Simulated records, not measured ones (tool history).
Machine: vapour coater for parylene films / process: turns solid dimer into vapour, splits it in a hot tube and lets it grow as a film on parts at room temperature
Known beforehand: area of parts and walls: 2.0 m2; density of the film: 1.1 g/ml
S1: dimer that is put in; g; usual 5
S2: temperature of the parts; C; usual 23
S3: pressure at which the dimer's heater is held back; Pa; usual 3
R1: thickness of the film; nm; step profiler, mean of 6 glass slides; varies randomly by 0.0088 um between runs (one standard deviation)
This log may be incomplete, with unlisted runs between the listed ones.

| run | hour | S1 | S2 | S3 | R1 |
|---|---|---|---|---|---|
| 1 | 0 | 5 | 23 | 3 | 1715 |
| 2 | 37.1 | 5 | 31 | 3 | 1282 |
| 3 | 83 | 5 | 31 | 3 | 1263 |
| 4 | 121.9 | 5 | 23 | 3.13 | 1669 |
| 5 | 162.2 | 5 | 23 | 3 | 1679 |
| 6 | 216.8 | 5 | 23 | 3 | 1672 |
| 7 | 268 | 5 | 23 | 3 | 1652 |
| 8 | 313.1 | 5 | 23 | 3 | 1632 |
| 9 | 379.6 | 5 | 23 | 3 | 1632 |
| 10 | 419.1 | 5 | 23 | 4.46 | 1491 |
|  | 446.6 | trap's valve overhauled |
| 11 | 464.3 | 5 | 23 | 4.46 | 1689 |
| 12 | 537.3 | 5 | 23 | 4.46 | 1679 |
| 13 | 569.3 | 5 | 23 | 4.46 | 1663 |
| 14 | 637.2 | 5 | 23 | 4.46 | 1642 |
|  | 644.4 | table's thermometer calibrated |
| 15 | 668.9 | 5 | 23 | 4.46 | 1699 |
| 16 | 727 | 5 | 23 | 2.06 | 1970 |
| 17 | 787.2 | 4 | 23 | 3 | 1445 |
| 18 | 831.5 | 4 | 23 | 3 | 1433 |
|  | 851.1 | table's thermometer calibrated, once more |
| 19 | 877.9 | 5 | 23 | 3 | 1647 |
| 20 | 932.3 | 2 | 23 | 3 | 653 |
| 21 | 976.7 | 5 | 23 | 3 | 1633 |
| 22 | 1015.4 | 5 | 23 | 3 | 1631 |
| 23 | 1088.3 | 5 | 23 | 3 | 1596 |
| 24 | 1141.8 | 5 | 23 | 3 | 1604 |
|  | 1182.3 | trap's valve overhauled |
| 25 | 1193.9 | 5 | 23 | 3 | 1790 |
| 26 | 1256.8 | 4 | 24 | 3.21 | 1360 |
| 27 | 1325.9 | 5 | 17 | 2.8 | 2179 |
| 28 | 1357 | 5 | 31 | 3.08 | 1306 |
| 29 | 1393.8 | 6 | 34 | 6.68 | 1218 |
| 30 | 1468.1 | 6 | 29 | 6.68 | 1429 |
| 31 | 1533.4 | 3 | 15 | 3 | 1271 |
| 32 | 1591.3 | 3 | 25 | 3 | 948 |
| 33 | 1641.3 | 5 | 26 | 3 | 1531 |
| 34 | 1696.1 | 6 | 18 | 11.18 | 1843 |
| 35 | 1727 | 6 | 18 | 11.18 | 1832 |
| 36 | 1793.3 | 6 | 18 | 11.18 | 1820 |
| 37 | 1854.5 | 4 | 23 | 4.2 | 1238 |
| 38 | 1887.1 | 9 | 30 | 7.45 | 1912 |
|  | 1915.3 | trap's valve overhauled |
| 39 | 1928.7 | 9 | 30 | 7.45 | 2116 |
| 40 | 1993.5 | 2 | 23 | 3 | 712 |
| 41 | 2030.2 | 2 | 15 | 3 | 869 |

Subtracting, for every run, the result it would have given without the tool's unlogged condition from the measured result gives the following. The same run-to-run variation enters both numbers; the gauge's scatter may not:
Unlogged tool condition in this case: vapour lost through the trap's worn valve, %; true temperature of the parts over the reading, C; drift of the gauge itself on film_um, %.
| run | R1 |
|---|---|
| 1 | -51 |
| 2 | -44 |
| 3 | -52 |
| 4 | -76 |
| 5 | -84 |
| 6 | -93 |
| 7 | -106 |
| 8 | -117 |
| 9 | -130 |
| 10 | -126 |
| 11 | +57 |
| 12 | +43 |
| 13 | +36 |
| 14 | +23 |
| 15 | +67 |
| 16 | +66 |
| 17 | +36 |
| 18 | +30 |
| 19 | -113 |
| 20 | -49 |
| 21 | -134 |
| 22 | -142 |
| 23 | -158 |
| 24 | -169 |
| 25 | +25 |
| 26 | +11 |
| 27 | -35 |
| 28 | -5 |
| 29 | -10 |
| 30 | -24 |
| 31 | -71 |
| 32 | -31 |
| 33 | -61 |
| 34 | -89 |
| 35 | -94 |
| 36 | -111 |
| 37 | -83 |
| 38 | -139 |
| 39 | +72 |
| 40 | +20 |
| 41 | -23 |
